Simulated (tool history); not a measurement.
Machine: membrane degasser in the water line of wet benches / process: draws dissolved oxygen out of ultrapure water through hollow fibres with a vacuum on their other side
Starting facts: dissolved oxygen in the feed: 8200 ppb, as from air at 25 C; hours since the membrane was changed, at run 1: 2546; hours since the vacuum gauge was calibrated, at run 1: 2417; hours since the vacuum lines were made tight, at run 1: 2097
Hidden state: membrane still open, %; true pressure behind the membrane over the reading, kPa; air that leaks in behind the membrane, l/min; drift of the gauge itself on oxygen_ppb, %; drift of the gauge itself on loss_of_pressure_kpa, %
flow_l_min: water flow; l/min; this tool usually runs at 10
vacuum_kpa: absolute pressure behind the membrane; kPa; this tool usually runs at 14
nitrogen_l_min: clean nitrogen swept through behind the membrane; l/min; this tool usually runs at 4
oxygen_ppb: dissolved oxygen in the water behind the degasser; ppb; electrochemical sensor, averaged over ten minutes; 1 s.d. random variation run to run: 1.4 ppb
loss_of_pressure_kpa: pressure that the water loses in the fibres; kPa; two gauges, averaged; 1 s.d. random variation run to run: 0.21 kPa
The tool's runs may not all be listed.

run     day  flow_l_min  vacuum_kpa  nitrogen_l_min  hours since the membrane was changed  hours since the vacuum gauge was calibrated  hours since the vacuum lines were made tight  oxygen_ppb  loss_of_pressure_kpa
  1       0          10          14               4                                  2546                                         2417                                          2097       147.2                 49.04
  2   1.783          10          14               4                                  2589                                         2460                                          2140       145.9                 49.07
  3   3.292          10          14               4                                  2625                                         2496                                          2176       142.4                 48.87
  4   6.717          10          14               4                                  2707                                         2579                                          2258       145.6                 49.11
  5   9.829          10          14               4                                  2782                                         2653                                          2333       146.3                 48.71
  6  11.558          10          14               4                                  2823                                         2695                                          2375       145.1                 49.46
  7  14.538          10          14               4                                  2895                                         2766                                          2446       144.8                 49.23
  8  18.058          10          14               4                                  2979                                         2851                                          2531       147.7                 49.26
  9    19.9          10          14               4                                  3023                                         2895                                          2575       145.3                 48.83
     20.254  -- vacuum gauge calibrated
 10  23.275          10          14               4                                  3104                                           73                                          2655       149.2                 49.34
 11  26.862          10          14               4                                  3190                                          159                                          2741       147.4                 49.41
 12  28.729          10          14               4                                  3235                                          203                                          2786       146.6                 49.17
     29.704  -- vacuum gauge calibrated, once more
     30.488  -- seals of the vacuum lines changed
 13  30.642          10          14            3.02                                  3278                                           21                                             4       164.9                  49.4
 14  33.312          10          14            3.02                                  3342                                           85                                            68       165.1                 49.04
 15  36.408          10          14               4                                  3417                                          159                                           142       142.6                 48.96
 16    37.9          10          14               4                                  3452                                          195                                           178       144.2                 49.39
 17  40.496           7          14            4.81                                  3515                                          257                                           240        59.7                 34.67
 18  42.517           7          14            4.81                                  3563                                          306                                           289        60.5                 34.28
 19  45.579           7        19.8            7.17                                  3637                                          379                                           362        61.6                 34.53
 20  48.846          12        11.3            7.17                                  3715                                          457                                           441         173                 59.13
 21  52.454           9        12.8               4                                  3802                                          544                                           527       109.3                 44.19
 22  54.825           9        12.8            3.74                                  3859                                          601                                           584         114                 44.34
 23  57.633          13        11.6            3.74                                  3926                                          668                                           651       245.5                 64.44
 24  60.733          13        12.2            2.73                                  4000                                          743                                           726       277.3                 64.78
 25  62.862          13        12.2            2.73                                  4052                                          794                                           777       282.2                 64.81
 26   65.35          13        12.2            2.73                                  4111                                          854                                           837       276.8                 64.04
 27  66.912          13        12.2            2.73                                  4149                                          891                                           874       277.6                 64.32
 28  70.083          13        12.2            2.88                                  4225                                          967                                           950       275.3                 64.77
 29  72.946           9          14            4.87                                  4294                                         1036                                          1019       105.8                 44.38
 30  75.817          11         9.4            1.84                                  4362                                         1105                                          1088       200.9                 54.66
 31  78.208          15        15.6               4                                  4420                                         1162                                          1145       360.4                 74.62
 32  81.662           7        12.2               4                                  4503                                         1245                                          1228        60.9                 34.69

Hidden state or all else? Some run-to-run changes of oxygen_ppb, split into what the settings, what came in and random variation would give without the hidden state, and what is left for the hidden state (with any gauge scatter that isn't in both results):
Run 19 -> 20: flow_l_min 7 -> 12, vacuum_kpa 19.8 -> 11.3. oxygen_ppb +111.4 ppb: hidden state +10.5, all else +100.9.
Run 28 -> 29: flow_l_min 13 -> 9, vacuum_kpa 12.2 -> 14, nitrogen_l_min 2.88 -> 4.87. oxygen_ppb -169.5 ppb: hidden state -10.9, all else -158.6.
Run 30 -> 31: flow_l_min 11 -> 15, vacuum_kpa 9.4 -> 15.6, nitrogen_l_min 1.84 -> 4. oxygen_ppb +159.5 ppb: hidden state +10.4, all else +149.1.
Run 31 -> 32: flow_l_min 15 -> 7, vacuum_kpa 15.6 -> 12.2. oxygen_ppb -299.5 ppb: hidden state -20.8, all else -278.7.

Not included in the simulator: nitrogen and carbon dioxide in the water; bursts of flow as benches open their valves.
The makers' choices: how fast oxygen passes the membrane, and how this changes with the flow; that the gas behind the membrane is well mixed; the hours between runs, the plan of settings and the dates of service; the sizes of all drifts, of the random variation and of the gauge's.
